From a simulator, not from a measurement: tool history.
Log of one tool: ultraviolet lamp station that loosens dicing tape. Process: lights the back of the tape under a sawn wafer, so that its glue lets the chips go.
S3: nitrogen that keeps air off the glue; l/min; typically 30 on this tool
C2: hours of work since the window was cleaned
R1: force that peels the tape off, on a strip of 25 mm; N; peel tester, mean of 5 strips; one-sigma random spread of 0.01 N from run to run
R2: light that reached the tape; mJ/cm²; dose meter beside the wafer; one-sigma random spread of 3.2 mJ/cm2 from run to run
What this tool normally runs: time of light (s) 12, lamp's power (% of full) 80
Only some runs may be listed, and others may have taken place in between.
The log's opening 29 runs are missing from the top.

Run 30, hour 514.0: usual settings but lamp's power (% of full) 84, S3 11 l/min; hours of work of the lamp 396; C2 152. Result: R1 0.752 N, R2 461 mJ/cm².
Run 31, hour 525.7: usual settings but time of light (s) 8, lamp's power (% of full) 98, S3 11 l/min; hours of work of the lamp 405; C2 160. Result: R1 1.129 N, R2 357 mJ/cm².
Run 32, hour 537.9: usual settings but time of light (s) 8, lamp's power (% of full) 98, S3 11 l/min; hours of work of the lamp 414; C2 169. Result: R1 1.106 N, R2 355 mJ/cm².
Run 33, hour 555.1: usual settings but time of light (s) 8, lamp's power (% of full) 62, S3 12 l/min; hours of work of the lamp 426; C2 181. Result: R1 1.956 N, R2 225 mJ/cm².
Run 34, hour 568.3: usual settings but time of light (s) 8, lamp's power (% of full) 62, S3 12 l/min; hours of work of the lamp 436; C2 191. Result: R1 1.992 N, R2 228 mJ/cm².
Run 35, hour 587.1: usual settings but time of light (s) 17, lamp's power (% of full) 72, S3 41 l/min; hours of work of the lamp 449; C2 205. Result: R1 0.356 N, R2 553 mJ/cm².
Run 36, hour 606.3: usual settings but time of light (s) 17, lamp's power (% of full) 72, S3 41 l/min; hours of work of the lamp 463; C2 218. Result: R1 0.340 N, R2 556 mJ/cm².
Run 37, hour 629.4: usual settings but time of light (s) 17, lamp's power (% of full) 72, S3 41 l/min; hours of work of the lamp 480; C2 235. Result: R1 0.345 N, R2 545 mJ/cm².
Run 38, hour 653.1: usual settings but lamp's power (% of full) 82; hours of work of the lamp 497; C2 252. Result: R1 0.543 N, R2 434 mJ/cm².
Run 39, hour 670.9: usual settings but time of light (s) 8, lamp's power (% of full) 82; hours of work of the lamp 510; C2 265. Result: R1 1.040 N, R2 288 mJ/cm².
Run 40, hour 682.2: usual settings but time of light (s) 13; hours of work of the lamp 518; C2 273. Result: R1 0.494 N, R2 461 mJ/cm².
Run 41, hour 700.3: usual settings but time of light (s) 10, S3 50 l/min; hours of work of the lamp 531; C2 287. Result: R1 0.620 N, R2 352 mJ/cm².
At hour 720.0: window cleaned of glue's vapour.
Run 42, hour 722.1: usual settings but time of light (s) 10, S3 50 l/min; hours of work of the lamp 547; C2 2. Result: R1 0.616 N, R2 366 mJ/cm².
Run 43, hour 741.7: usual settings but time of light (s) 9, lamp's power (% of full) 89, S3 50 l/min; hours of work of the lamp 561; C2 16. Result: R1 0.587 N, R2 368 mJ/cm².

Below are 3 alternative next runs, each starting from the tool's condition after run 43. Predict each:
Run A, hour 766.6: usual settings but time of light (s) 14, lamp's power (% of full) 89, S3 14 l/min; hours of work of the lamp 579; C2 34. Result: R1 ?, R2 ?.
Run B, hour 766.6: usual settings but time of light (s) 9, S3 9 l/min; hours of work of the lamp 579; C2 34. Result: R1 ?, R2 ?.
Run C, hour 766.6: usual settings but lamp's power (% of full) 98, S3 34 l/min; hours of work of the lamp 579; C2 34. Result: R1 ?, R2 ?.

run     R1   R2
  A  0.488  548
  B  1.441  323
  C  0.387  529
Without the tool's unlogged condition, the same runs would have read:
run     R1   R2
  A  0.400  628
  B  1.193  370
  C  0.331  606
